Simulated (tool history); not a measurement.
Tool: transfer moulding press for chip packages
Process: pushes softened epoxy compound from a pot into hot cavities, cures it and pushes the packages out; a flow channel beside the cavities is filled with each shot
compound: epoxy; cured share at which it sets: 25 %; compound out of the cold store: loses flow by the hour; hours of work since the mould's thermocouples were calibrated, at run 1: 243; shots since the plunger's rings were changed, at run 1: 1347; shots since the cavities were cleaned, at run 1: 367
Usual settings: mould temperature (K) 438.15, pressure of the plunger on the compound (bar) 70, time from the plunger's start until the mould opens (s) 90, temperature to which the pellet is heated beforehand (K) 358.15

run   hour  mould temperature (K)  pressure of the plunger on the compound (bar)  time from the plunger's start until the mould opens (s)  temperature to which the pellet is heated beforehand (K)  hours of work since the mould's thermocouples were calibrated  shots since the plunger's rings were changed  shots since the cavities were cleaned  incoming compound's hours out of the cold store  length that the compound runs in the flow channel (mm)  greatest force on the pins that push the packages out (N)
  1      0                 438.15                                             70                                                       90                                                    358.15                                                            243                                          1347                                    367                                               30                                                     504                                                        336
  2   34.8                 438.15                                             70                                                      104                                                    358.15                                                            264                                          1759                                    779                                             32.5                                                     493                                                        358
        39  -- cavities cleaned with cleaning compound and waxed
  3   59.8                 438.15                                             70                                                       90                                                    358.15                                                            279                                          2036                                    246                                             32.5                                                     490                                                        329
  4   98.5                 438.15                                             70                                                       90                                                    358.15                                                            303                                          2495                                    705                                               47                                                     445                                                        399
     108.8  -- cavities cleaned with cleaning compound and waxed
  5  132.6                 438.15                                             70                                                       90                                                    358.15                                                            323                                          2880                                    282                                             14.4                                                     550                                                        354
  6  162.4                 438.15                                             70                                                       90                                                    358.15                                                            341                                          3232                                    634                                             39.9                                                     465                                                        392
     177.9  -- cavities cleaned with cleaning compound and waxed
     195.6  -- mould's thermocouples calibrated
  7    199                 438.15                                             70                                                       90                                                    363.15                                                              2                                          3623                                    225                                             17.8                                                     535                                                        332
  8  237.8                 438.15                                             70                                                       90                                                    363.15                                                             26                                          4082                                    684                                               17                                                     538                                                        417
     249.7  -- cavities cleaned with cleaning compound and waxed
  9  264.3                 438.15                                             70                                                       90                                                    363.15                                                             41                                          4378                                    172                                             38.7                                                     463                                                        304
 10    290                 438.15                                             70                                                       90                                                    358.15                                                             57                                          4682                                    476                                             44.5                                                     449                                                        367
     320.2  -- cavities cleaned with cleaning compound and waxed
     325.9  -- plunger's sealing rings changed
 11  331.6                 438.15                                             70                                                       90                                                    358.15                                                             81                                            67                                    106                                               37                                                     485                                                        288
 12  360.3                 438.15                                             70                                                       90                                                    358.15                                                             98                                           406                                    445                                             45.2                                                     459                                                        343
 13  385.9                 438.15                                             70                                                       90                                                    358.15                                                            114                                           709                                    748                                             30.8                                                     503                                                        397
     392.7  -- cavities cleaned with cleaning compound and waxed
 14  432.4                 438.15                                             70                                                       90                                                    358.15                                                            142                                          1242                                    471                                             32.7                                                     495                                                        358
     461.6  -- cavities cleaned with cleaning compound and waxed
 15  469.4                 430.15                                             70                                                      107                                                    352.15                                                            164                                          1662                                     93                                             44.4                                                     477                                                        357
 16  495.3                 438.15                                             70                                                       86                                                    348.15                                                            180                                          1968                                    399                                             21.9                                                     531                                                        394
     531.1  -- cavities cleaned with cleaning compound and waxed
 17  533.4                 432.15                                           58.2                                                       79                                                    355.15                                                            202                                          2400                                     27                                             47.3                                                     420                                                        468
 18  554.7                 432.15                                           58.2                                                       79                                                    355.15                                                            215                                          2652                                    279                                             27.3                                                     479                                                        677
     599.5  -- cavities cleaned with cleaning compound and waxed
 19  601.2                 438.15                                           59.3                                                       90                                                    358.15                                                            243                                          3185                                     21                                             18.9                                                     492                                                        267
 20  633.7                 438.15                                           59.3                                                       90                                                    358.15                                                            263                                          3568                                    404                                             26.5                                                     468                                                        361
     668.1  -- cavities cleaned with cleaning compound and waxed
 21  675.4                 438.15                                           59.3                                                       90                                                    358.15                                                            288                                          4044                                     86                                               30                                                     454                                                        276
 22    720                 443.15                                           67.4                                                       78                                                    358.15                                                            316                                          4572                                    614                                              9.8                                                     540                                                        399
     736.2  -- cavities cleaned with cleaning compound and waxed
 23    746                 442.15                                           68.2                                                       81                                                    352.15                                                            331                                          4862                                    117                                             12.7                                                     533                                                        279
     763.1  -- plunger's sealing rings changed
 24  779.9                 442.15                                           68.2                                                       81                                                    352.15                                                            350                                           199                                    488                                             32.6                                                     486                                                        348
     796.2  -- mould's thermocouples calibrated
     808.7  -- cavities cleaned with cleaning compound and waxed
 25  812.4                 438.15                                             70                                                       83                                                    350.15                                                              9                                           542                                     44                                             13.5                                                     567                                                        327
 26  844.1                 433.15                                             61                                                       98                                                    355.15                                                             29                                           917                                    419                                             19.3                                                     521                                                        452
     876.7  -- cavities cleaned with cleaning compound and waxed
 27  876.7                 433.15                                             61                                                       98                                                    355.15                                                             48                                          1284                                      0                                             26.4                                                     497                                                        309

3 ways to go on from here, each from the tool as it stands after run 27. What would each give?
  A  917.7                 438.15                                             61                                                       76                                                    355.15                                                             73                                          1770                                    486                                             45.5                                                       ?                                                          ?
  B  917.7                 434.15                                           72.9                                                       90                                                    358.15                                                             73                                          1770                                    486                                               18                                                       ?                                                          ?
  C  917.7                 438.15                                           75.7                                                       90                                                    358.15                                                             73                                          1770                                    486                                             37.9                                                       ?                                                          ?

run  length that the compound runs in the flow channel (mm)  greatest force on the pins that push the packages out (N)
  A                                                     426                                                        474
  B                                                     567                                                        494
  C                                                     500                                                        353
Without the tool's hidden state the same runs would have given:
run  length that the compound runs in the flow channel (mm)  greatest force on the pins that push the packages out (N)
  A                                                     431                                                        318
  B                                                     573                                                        333
  C                                                     505                                                        238

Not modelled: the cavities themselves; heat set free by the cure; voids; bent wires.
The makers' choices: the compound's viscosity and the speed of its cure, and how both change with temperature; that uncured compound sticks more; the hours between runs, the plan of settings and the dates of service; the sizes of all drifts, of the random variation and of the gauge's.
